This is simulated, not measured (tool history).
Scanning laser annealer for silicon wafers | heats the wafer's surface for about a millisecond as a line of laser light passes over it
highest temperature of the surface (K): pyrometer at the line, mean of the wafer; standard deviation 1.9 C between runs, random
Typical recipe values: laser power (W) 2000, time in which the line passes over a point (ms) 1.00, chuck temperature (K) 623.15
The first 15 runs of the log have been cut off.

| run | hour | laser power (W) | time in which the line passes over a point (ms) | chuck temperature (K) | hours of work since the window was cleaned | hours of work since the power meter was calibrated | hours of work since the optics were aligned | highest temperature of the surface (K) |
|---|---|---|---|---|---|---|---|---|
|  | 247.2 | window over the wafer cleaned |
| 16 | 260.8 | 2000 | 1.00 | 623.15 | 9 | 800 | 644 | 1376.15 |
| 17 | 281.2 | 2000 | 1.00 | 653.15 | 24 | 814 | 658 | 1405.15 |
| 18 | 297.5 | 2000 | 1.00 | 653.15 | 35 | 826 | 670 | 1404.15 |
| 19 | 307.1 | 2000 | 1.00 | 648.15 | 42 | 832 | 676 | 1398.15 |
| 20 | 319.0 | 2000 | 1.13 | 623.15 | 50 | 840 | 684 | 1424.15 |
| 21 | 335.5 | 1989 | 1.10 | 604.15 | 61 | 852 | 696 | 1385.15 |
| 22 | 350.3 | 1989 | 1.10 | 604.15 | 72 | 862 | 706 | 1381.15 |
| 23 | 367.4 | 1840 | 1.25 | 634.15 | 83 | 874 | 718 | 1399.15 |
| 24 | 386.7 | 1786 | 1.00 | 633.15 | 97 | 887 | 731 | 1290.15 |
| 25 | 405.8 | 1754 | 0.99 | 626.15 | 110 | 901 | 745 | 1265.15 |
| 26 | 422.2 | 2000 | 1.15 | 623.15 | 121 | 912 | 756 | 1415.15 |
| 27 | 437.3 | 2000 | 1.15 | 623.15 | 132 | 922 | 766 | 1415.15 |
| 28 | 452.6 | 2000 | 1.09 | 649.15 | 142 | 933 | 777 | 1418.15 |
| 29 | 467.2 | 1724 | 1.18 | 623.15 | 153 | 943 | 787 | 1309.15 |
| 30 | 489.8 | 1885 | 0.96 | 619.15 | 168 | 959 | 803 | 1290.15 |
| 31 | 505.1 | 2094 | 1.00 | 626.15 | 179 | 969 | 814 | 1392.15 |
| 32 | 525.8 | 2094 | 1.00 | 626.15 | 193 | 984 | 828 | 1386.15 |
| 33 | 548.5 | 2000 | 1.00 | 641.15 | 209 | 1000 | 844 | 1364.15 |
| 34 | 561.2 | 2118 | 0.80 | 641.15 | 218 | 1008 | 852 | 1325.15 |
| 35 | 581.3 | 2186 | 1.17 | 584.15 | 232 | 1022 | 866 | 1442.15 |
| 36 | 590.9 | 2186 | 1.17 | 584.15 | 238 | 1029 | 873 | 1441.15 |
| 37 | 601.4 | 2021 | 1.00 | 619.15 | 246 | 1036 | 880 | 1344.15 |
| 38 | 613.1 | 2057 | 1.19 | 619.15 | 254 | 1044 | 888 | 1426.15 |
| 39 | 634.2 | 2057 | 1.19 | 619.15 | 268 | 1059 | 903 | 1421.15 |
| 40 | 651.3 | 1887 | 1.08 | 657.15 | 280 | 1071 | 915 | 1354.15 |

Consider 3 possible next runs. They are alternatives, not a sequence: every one starts from the tool as it was left by run 40. What does each give?
| A | 662.6 | 1800 | 1.08 | 657.15 | 288 | 1079 | 923 | ? |
| B | 662.6 | 1826 | 1.06 | 657.15 | 288 | 1079 | 923 | ? |
| C | 662.6 | 1958 | 1.09 | 624.15 | 288 | 1079 | 923 | ? |

| run | highest temperature of the surface (K) |
|---|---|
| A | 1319.15 |
| B | 1321.15 |
| C | 1351.15 |
What these runs would have given with no unlogged condition in the tool:
| run | highest temperature of the surface (K) |
|---|---|
| A | 1378.15 |
| B | 1380.15 |
| C | 1415.15 |
